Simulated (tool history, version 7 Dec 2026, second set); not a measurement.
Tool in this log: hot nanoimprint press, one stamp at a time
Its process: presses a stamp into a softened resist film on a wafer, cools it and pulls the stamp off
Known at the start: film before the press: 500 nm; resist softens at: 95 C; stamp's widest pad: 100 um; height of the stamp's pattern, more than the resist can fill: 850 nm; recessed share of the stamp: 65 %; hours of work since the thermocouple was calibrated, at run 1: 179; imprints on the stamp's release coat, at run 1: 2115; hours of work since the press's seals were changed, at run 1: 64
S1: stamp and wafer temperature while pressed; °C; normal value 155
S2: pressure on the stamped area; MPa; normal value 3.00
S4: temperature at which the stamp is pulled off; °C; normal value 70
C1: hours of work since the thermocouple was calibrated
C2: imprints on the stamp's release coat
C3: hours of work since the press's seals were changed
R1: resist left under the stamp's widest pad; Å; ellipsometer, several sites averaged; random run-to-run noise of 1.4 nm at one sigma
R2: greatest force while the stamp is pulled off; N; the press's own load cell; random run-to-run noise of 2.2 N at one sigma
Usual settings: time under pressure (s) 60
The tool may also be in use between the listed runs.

{"run": 1, "day": 0.0, "S1": 155, "S2": 3.0, "time under pressure (s)": 60, "S4": 70, "C1": 179, "C2": 2115, "C3": 64, "R1": 2129, "R2": 96}
{"run": 2, "day": 1.996, "S1": 155, "S2": 3.0, "time under pressure (s)": 60, "S4": 70, "C1": 207, "C2": 2238, "C3": 92, "R1": 2153, "R2": 95}
{"day": 2.688, "done": "stamp cleaned and given a new release coat"}
{"run": 3, "day": 5.1, "S1": 155, "S2": 3.0, "time under pressure (s)": 60, "S4": 70, "C1": 247, "C2": 149, "C3": 132, "R1": 2118, "R2": 99}
{"run": 4, "day": 6.754, "S1": 147, "S2": 3.0, "time under pressure (s)": 60, "S4": 70, "C1": 270, "C2": 251, "C3": 155, "R1": 3028, "R2": 99}
{"run": 5, "day": 8.996, "S1": 147, "S2": 3.0, "time under pressure (s)": 60, "S4": 70, "C1": 301, "C2": 389, "C3": 186, "R1": 3007, "R2": 99}
{"run": 6, "day": 11.808, "S1": 147, "S2": 3.0, "time under pressure (s)": 60, "S4": 70, "C1": 340, "C2": 562, "C3": 225, "R1": 3040, "R2": 96}
{"day": 12.208, "done": "plate thermocouple calibrated"}
{"run": 7, "day": 13.862, "S1": 147, "S2": 3.0, "time under pressure (s)": 60, "S4": 70, "C1": 23, "C2": 681, "C3": 252, "R1": 2995, "R2": 97}
{"run": 8, "day": 16.35, "S1": 147, "S2": 3.0, "time under pressure (s)": 60, "S4": 70, "C1": 58, "C2": 835, "C3": 287, "R1": 3023, "R2": 101}
{"run": 9, "day": 17.529, "S1": 151, "S2": 3.0, "time under pressure (s)": 60, "S4": 70, "C1": 74, "C2": 908, "C3": 303, "R1": 2534, "R2": 99}
{"run": 10, "day": 19.675, "S1": 155, "S2": 3.51, "time under pressure (s)": 60, "S4": 70, "C1": 104, "C2": 1040, "C3": 333, "R1": 1951, "R2": 96}
{"run": 11, "day": 21.033, "S1": 155, "S2": 3.0, "time under pressure (s)": 60, "S4": 65, "C1": 123, "C2": 1124, "C3": 352, "R1": 2102, "R2": 116}
{"run": 12, "day": 23.021, "S1": 154, "S2": 3.0, "time under pressure (s)": 60, "S4": 70, "C1": 151, "C2": 1246, "C3": 380, "R1": 2196, "R2": 98}
{"run": 13, "day": 24.758, "S1": 154, "S2": 3.0, "time under pressure (s)": 60, "S4": 70, "C1": 175, "C2": 1353, "C3": 404, "R1": 2230, "R2": 97}
{"run": 14, "day": 26.308, "S1": 154, "S2": 3.0, "time under pressure (s)": 93, "S4": 70, "C1": 197, "C2": 1449, "C3": 426, "R1": 1852, "R2": 100}
{"run": 15, "day": 28.617, "S1": 155, "S2": 3.0, "time under pressure (s)": 60, "S4": 70, "C1": 229, "C2": 1591, "C3": 458, "R1": 2130, "R2": 100}
{"run": 16, "day": 30.658, "S1": 155, "S2": 4.07, "time under pressure (s)": 60, "S4": 63, "C1": 257, "C2": 1717, "C3": 486, "R1": 1817, "R2": 118}
{"run": 17, "day": 32.771, "S1": 166, "S2": 2.12, "time under pressure (s)": 36, "S4": 65, "C1": 287, "C2": 1847, "C3": 516, "R1": 1881, "R2": 112}
{"run": 18, "day": 35.508, "S1": 155, "S2": 4.08, "time under pressure (s)": 60, "S4": 63, "C1": 325, "C2": 2016, "C3": 554, "R1": 1813, "R2": 118}
{"day": 37.079, "done": "plate thermocouple calibrated"}
{"run": 19, "day": 37.733, "S1": 155, "S2": 3.0, "time under pressure (s)": 83, "S4": 70, "C1": 9, "C2": 2145, "C3": 583, "R1": 1873, "R2": 99}
{"run": 20, "day": 39.079, "S1": 151, "S2": 3.0, "time under pressure (s)": 103, "S4": 73, "C1": 28, "C2": 2228, "C3": 602, "R1": 2084, "R2": 89}
{"day": 40.062, "done": "stamp cleaned and given a new release coat"}
{"run": 21, "day": 40.871, "S1": 155, "S2": 2.95, "time under pressure (s)": 39, "S4": 74, "C1": 49, "C2": 50, "C3": 624, "R1": 2488, "R2": 90}

Forecast run 22:
{"run": 22, "day": 43.512, "S1": 149, "S2": 3.0, "time under pressure (s)": 45, "S4": 70, "C1": 86, "C2": 213, "C3": 660, "R1": "?", "R2": "?"}

R1: 3042 Å
R2: 96 N
Without the tool's hidden state the same run would have given R1 3041 Å, R2 96 N.
